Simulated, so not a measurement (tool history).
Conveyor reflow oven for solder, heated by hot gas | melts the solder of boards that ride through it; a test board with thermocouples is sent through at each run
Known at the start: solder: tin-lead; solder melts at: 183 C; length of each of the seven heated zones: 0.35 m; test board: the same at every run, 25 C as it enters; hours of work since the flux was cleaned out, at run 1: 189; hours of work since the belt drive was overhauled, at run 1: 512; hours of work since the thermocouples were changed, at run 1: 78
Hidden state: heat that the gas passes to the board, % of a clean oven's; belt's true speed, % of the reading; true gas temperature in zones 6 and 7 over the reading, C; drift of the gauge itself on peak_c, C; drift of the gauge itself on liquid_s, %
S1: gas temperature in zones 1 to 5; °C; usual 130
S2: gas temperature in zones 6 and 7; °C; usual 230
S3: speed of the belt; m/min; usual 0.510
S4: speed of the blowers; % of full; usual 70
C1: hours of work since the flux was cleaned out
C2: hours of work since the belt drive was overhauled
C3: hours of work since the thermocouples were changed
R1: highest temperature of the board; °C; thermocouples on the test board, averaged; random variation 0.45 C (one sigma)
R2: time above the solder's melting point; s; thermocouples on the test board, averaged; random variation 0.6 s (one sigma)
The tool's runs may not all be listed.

run    hour   S1   S2     S3  S4   C1    C2   C3     R1    R2
  1     0.0  130  230  0.510  70  189   512   78  210.0  52.5
  2    55.9  130  230  0.510  70  225   548  115  210.5  52.1
  3   138.7  130  230  0.510  70  279   601  168  209.0  50.8
  4   197.9  130  230  0.510  70  317   639  206  209.0  50.9
  5   280.5  130  230  0.510  70  370   693  260  209.1  48.8
  6   321.9  130  230  0.510  70  397   719  286  207.5  48.9
  7   389.2  130  230  0.510  70  440   763  330  207.6  49.6
      430.2  -- flux residue cleaned out of gas plates and filters
  8   436.3  130  230  0.510  70    4   790  357  211.5  54.9
  9   500.3  130  223  0.510  70   45   831  398  205.7  46.8
 10   550.4  129  230  0.510  70   78   864  430  210.5  51.0
 11   622.9  129  230  0.510  70  124   910  477  209.4  52.2
 12   694.0  129  244  0.510  70  170   956  523  221.8  61.5
 13   786.8  129  244  0.510  70  230  1016  583  220.8  60.9
 14   883.9  123  235  0.523  55  293  1079  646  204.2  39.9
      900.8  -- thermocouples of zones 6 and 7 changed
 15   977.2  133  237  0.510  70  352  1138   49  216.4  58.8
      986.2  -- belt drive overhauled, speed set with a stopwatch
 16  1073.4  145  244  0.430  53  411    56  109  223.9  83.3
 17  1141.1  125  230  0.606  70  455   100  153  201.7  32.6
     1163.2  -- flux residue cleaned out of gas plates and filters
 18  1190.1  125  230  0.606  70   17   128  181  205.7  36.7
 19  1277.2  130  227  0.488  70   74   185  237  210.6  57.1
 20  1373.0  134  227  0.548  81  135   246  299  210.2  51.2
 21  1441.9  126  230  0.510  79  180   291  343  212.1  54.3
     1486.0  -- belt drive overhauled, speed set with a stopwatch, once more
 22  1487.8  130  230  0.546  52  207     1  371  199.3  33.3
 23  1580.2  127  220  0.467  58  267    61  430  198.8  39.3

Forecast each of these 5 alternatives for the next run:
  A  1653.8  119  220  0.425  58  314  108  478   ?   ?
  B  1653.8  130  230  0.510  67  314  108  478   ?   ?
  C  1653.8  128  236  0.510  70  314  108  478   ?   ?
  D  1653.8  130  230  0.545  64  314  108  478   ?   ?
  E  1653.8  142  220  0.467  79  314  108  478   ?   ?

run     R1    R2
  A  200.4  43.7
  B  208.5  48.3
  C  212.6  54.2
  D  203.5  40.8
  E  206.9  60.7
Without the tool's hidden state the same runs would have given:
run     R1    R2
  A  203.8  49.8
  B  212.3  52.9
  C  216.6  58.4
  D  207.3  45.7
  E  210.1  65.1

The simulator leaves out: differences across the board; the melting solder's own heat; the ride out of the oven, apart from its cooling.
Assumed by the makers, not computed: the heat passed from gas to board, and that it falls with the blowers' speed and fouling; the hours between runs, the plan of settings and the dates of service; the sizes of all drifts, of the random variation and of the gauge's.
